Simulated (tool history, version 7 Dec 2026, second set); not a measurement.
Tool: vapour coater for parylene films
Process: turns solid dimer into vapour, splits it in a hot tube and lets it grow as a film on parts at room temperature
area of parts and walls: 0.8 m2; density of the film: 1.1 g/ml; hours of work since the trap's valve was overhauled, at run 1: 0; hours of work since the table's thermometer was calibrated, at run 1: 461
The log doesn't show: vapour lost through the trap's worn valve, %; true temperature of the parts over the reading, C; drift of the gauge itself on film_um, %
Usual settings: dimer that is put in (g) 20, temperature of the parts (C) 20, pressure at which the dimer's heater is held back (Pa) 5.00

run    hour  dimer that is put in (g)  temperature of the parts (C)  pressure at which the dimer's heater is held back (Pa)  hours of work since the trap's valve was overhauled  hours of work since the table's thermometer was calibrated  thickness of the film (um)
  1     0.0                        20                            20                                                    5.00                                                    0                                                         461                       11.61
  2    33.8                        20                            20                                                    5.00                                                   21                                                         482                       11.47
  3    71.0                        20                            20                                                    5.00                                                   44                                                         506                       11.36
  4    96.0                        20                            20                                                    5.99                                                   60                                                         521                       10.88
  5   116.0                        20                            20                                                    5.99                                                   72                                                         534                       10.77
  6   159.9                        20                            30                                                    5.00                                                  100                                                         561                        8.65
  7   209.5                        20                            30                                                    5.00                                                  131                                                         592                        8.42
  8   233.7                        20                            30                                                    5.00                                                  146                                                         607                        8.47
  9   260.1                        20                            20                                                    5.00                                                  162                                                         623                       10.47
 10   291.7                        20                            20                                                    7.48                                                  182                                                         643                        9.75
 11   338.0                        13                            20                                                    7.48                                                  211                                                         672                        6.24
 12   369.4                        20                            26                                                    5.00                                                  230                                                         692                        8.66
 13   399.6                        36                            20                                                    5.00                                                  249                                                         710                       17.70
      432.9  -- trap's valve overhauled
 14   448.4                        36                            20                                                    5.00                                                   10                                                         738                       20.90
 15   474.3                        36                            20                                                    5.00                                                   26                                                         754                       20.33
 16   507.3                        36                            20                                                    5.00                                                   46                                                         775                       20.26
 17   539.9                        20                            20                                                    5.00                                                   67                                                         795                       11.22
 18   571.4                        15                            20                                                    5.00                                                   86                                                         815                        8.28
 19   595.8                        20                            25                                                    5.00                                                  102                                                         830                        9.76
 20   621.2                        20                            25                                                    5.00                                                  117                                                         846                        9.64
 21   668.0                        20                            25                                                    5.00                                                  147                                                         875                        9.45
 22   701.4                        20                            20                                                    4.12                                                  167                                                         896                       10.96
 23   736.0                        20                            20                                                    4.12                                                  189                                                         918                       10.73
 24   761.0                        20                            20                                                    5.00                                                  205                                                         933                       10.27
 25   785.5                        30                            27                                                    2.06                                                  220                                                         948                       14.72
 26   805.7                        32                            20                                                    8.06                                                  232                                                         961                       15.05
 27   848.5                        33                            20                                                   11.97                                                  259                                                         988                       14.50
      851.8  -- table's thermometer calibrated
      869.5  -- trap's valve overhauled
 28   885.5                        17                            12                                                   11.97                                                   10                                                          19                       10.36
 29   921.5                        27                            13                                                    9.67                                                   32                                                          41                       16.28
 30   971.1                        27                            13                                                    9.67                                                   63                                                          72                       15.92
 31   996.5                        20                            16                                                    5.00                                                   79                                                          88                       12.28
 32  1020.5                        20                            16                                                    5.00                                                   94                                                         103                       12.08
 33  1067.1                        27                            14                                                    6.60                                                  123                                                         132                       16.13
 34  1087.6                        27                            14                                                    6.60                                                  136                                                         144                       16.22
 35  1111.1                         9                            14                                                    6.60                                                  151                                                         159                        5.26
     1124.7  -- table's thermometer calibrated, once more
 36  1151.0                         9                            14                                                    6.60                                                  175                                                          16                        5.32
 37  1190.0                         9                            14                                                    2.45                                                  199                                                          41                        6.09
 38  1229.6                        25                            20                                                    5.00                                                  224                                                          65                       13.08
 39  1265.3                        21                            20                                                    4.82                                                  246                                                          88                       10.80
 40  1292.4                        21                            22                                                    6.66                                                  263                                                         105                        9.69
     1305.7  -- trap's valve overhauled
 41  1318.1                        16                            20                                                    5.00                                                    8                                                         118                        9.46
 42  1349.3                        26                            20                                                    2.24                                                   27                                                         138                       16.98
 43  1373.8                        26                            20                                                    2.24                                                   42                                                         153                       16.88
 44  1402.2                        27                            13                                                    5.00                                                   60                                                         170                       18.09
 45  1441.9                        25                            16                                                    5.00                                                   85                                                         195                       15.11
 46  1482.2                        25                            25                                                    9.09                                                  110                                                         220                       11.21
 47  1514.5                        29                            15                                                    9.09                                                  130                                                         240                       16.27
 48  1538.5                        32                            17                                                    2.60                                                  145                                                         255                       20.23

Measured less the same run without the tool's hidden state. The same run-to-run variation is in both; the gauge's scatter may not be:
run  thickness of the film (um)
  1                       -0.14
  2                       -0.28
  3                       -0.44
  4                       -0.54
  5                       -0.61
  6                       -0.65
  7                       -0.82
  8                       -0.91
  9                       -1.23
 10                       -1.30
 11                       -0.97
 12                       -1.47
 13                       -3.29
 14                       -0.30
 15                       -0.48
 16                       -0.73
 17                       -0.54
 18                       -0.51
 19                       -0.68
 20                       -0.77
 21                       -0.94
 22                       -1.25
 23                       -1.40
 24                       -1.44
 25                       -2.23
 26                       -2.44
 27                       -2.64
 28                       -0.25
 29                       -0.59
 30                       -0.87
 31                       -0.79
 32                       -0.88
 33                       -1.48
 34                       -1.63
 35                       -0.58
 36                       -0.54
 37                       -0.71
 38                       -1.77
 39                       -1.63
 40                       -1.60
 41                       -0.03
 42                       -0.22
 43                       -0.38
 44                       -0.60
 45                       -0.73
 46                       -0.72
 47                       -1.26
 48                       -1.78
